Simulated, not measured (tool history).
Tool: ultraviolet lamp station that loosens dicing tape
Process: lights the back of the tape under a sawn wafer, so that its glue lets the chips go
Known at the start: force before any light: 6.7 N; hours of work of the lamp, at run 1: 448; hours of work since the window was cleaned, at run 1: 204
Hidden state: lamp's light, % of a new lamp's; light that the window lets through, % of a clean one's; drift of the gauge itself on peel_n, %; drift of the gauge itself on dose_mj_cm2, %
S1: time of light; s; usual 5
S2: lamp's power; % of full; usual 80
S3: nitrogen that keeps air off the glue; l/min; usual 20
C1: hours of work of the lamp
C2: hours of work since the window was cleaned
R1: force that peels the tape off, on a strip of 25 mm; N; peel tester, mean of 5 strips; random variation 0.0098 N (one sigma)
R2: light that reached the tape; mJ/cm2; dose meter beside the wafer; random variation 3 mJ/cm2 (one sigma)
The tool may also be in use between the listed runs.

run,hour,S1,S2,S3,C1,C2,R1,R2
1,0.0,5,80,20,448,204,0.756,320
2,28.4,5,80,20,461,217,0.762,316
3,57.5,5,97,20,475,231,0.553,383
4,80.7,5,80,20,486,242,0.799,316
5,119.4,5,63,20,505,261,1.252,241
6,170.7,5,68,20,529,285,1.118,252
7,199.8,5,68,20,543,299,1.176,254
8,227.4,5,66,20,556,312,1.254,248
9,267.3,5,66,20,576,331,1.330,239
10,318.2,5,66,20,600,356,1.274,233
11,370.5,5,80,20,625,381,1.010,272
12,397.4,5,80,20,638,393,1.034,273
13,423.7,5,61,20,650,406,1.625,209
14,449.8,5,80,20,663,418,1.036,262
15,480.8,5,80,20,678,433,1.104,262
16,520.2,5,80,20,696,452,1.102,256
17,559.6,5,80,20,715,471,1.190,253
# hour 584.8: lamp changed
# hour 585.3: window cleaned of glue's vapour
18,613.8,5,80,6,14,14,1.118,426
19,644.5,3,80,6,28,28,2.318,255
20,683.7,3,80,6,47,47,2.309,252
21,730.9,3,80,6,70,70,2.254,246
22,777.1,9,93,18,92,92,0.190,854
23,807.8,9,93,18,106,106,0.191,840
24,847.6,9,93,18,125,125,0.194,829
25,884.4,9,93,18,143,143,0.190,812
26,920.3,4,80,20,160,160,0.822,310
27,944.2,4,80,20,171,171,0.823,310
28,969.4,4,80,20,184,184,0.802,307
29,999.4,5,96,11,198,198,0.661,448

The next listed run, before its measurement:
30,1021.4,5,96,11,208,208,?,?

{"run 30": {"R1": 0.653, "R2": 451}}
Without the tool's hidden state the same run would have given R1 0.483 N, R2 526 mJ/cm2.
